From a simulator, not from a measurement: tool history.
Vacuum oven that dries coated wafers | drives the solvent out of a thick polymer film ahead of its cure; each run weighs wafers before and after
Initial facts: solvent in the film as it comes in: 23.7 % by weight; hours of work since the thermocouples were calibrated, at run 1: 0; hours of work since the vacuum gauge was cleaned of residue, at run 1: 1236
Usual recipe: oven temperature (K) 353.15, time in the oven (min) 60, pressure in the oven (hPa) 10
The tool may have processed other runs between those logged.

run,hour,oven temperature (K),time in the oven (min),pressure in the oven (hPa),hours of work since the thermocouples were calibrated,hours of work since the vacuum gauge was cleaned of residue,solvent left in the film (%)
1,0,353.15,60,10,0,1236,5.73
2,78.1,353.15,60,10,32,1269,5.77
3,149.1,353.15,60,10,62,1298,5.66
4,201.3,353.15,60,10,84,1320,5.69
5,277.6,345.15,60,10,115,1351,9.83
6,330.4,353.15,60,34.8,137,1373,6.81
7,396.8,353.15,60,34.8,165,1401,6.79
8,487.1,362.15,72,30.8,202,1438,2.35
9,575.8,360.15,60,9.5,239,1475,2.55
10,665.3,353.15,35,10,276,1512,9.12
# hour 672.2: vacuum gauge cleaned of residue and calibrated
11,740.8,353.15,66,12,307,28,5.11
12,788.8,353.15,59,12,327,48,5.77
13,842.7,354.15,66,12,349,71,4.6
14,904.5,356.15,42,16.8,375,96,6.6

Alternative continuations, all from the tool just after run 14; predict every row:
A,980.6,356.15,42,12.5,406,128,?
B,980.6,364.15,41,13,406,128,?
C,980.6,353.15,60,10.5,406,128,?
D,980.6,356.15,42,23.5,406,128,?
E,980.6,342.15,60,10,406,128,?

run,solvent left in the film (%)
A,6.31
B,2.96
C,5.65
D,6.79
E,11.46
Without the tool's hidden state the same runs would have given:
run,solvent left in the film (%)
A,6.63
B,3.13
C,5.9
D,7.12
E,11.66
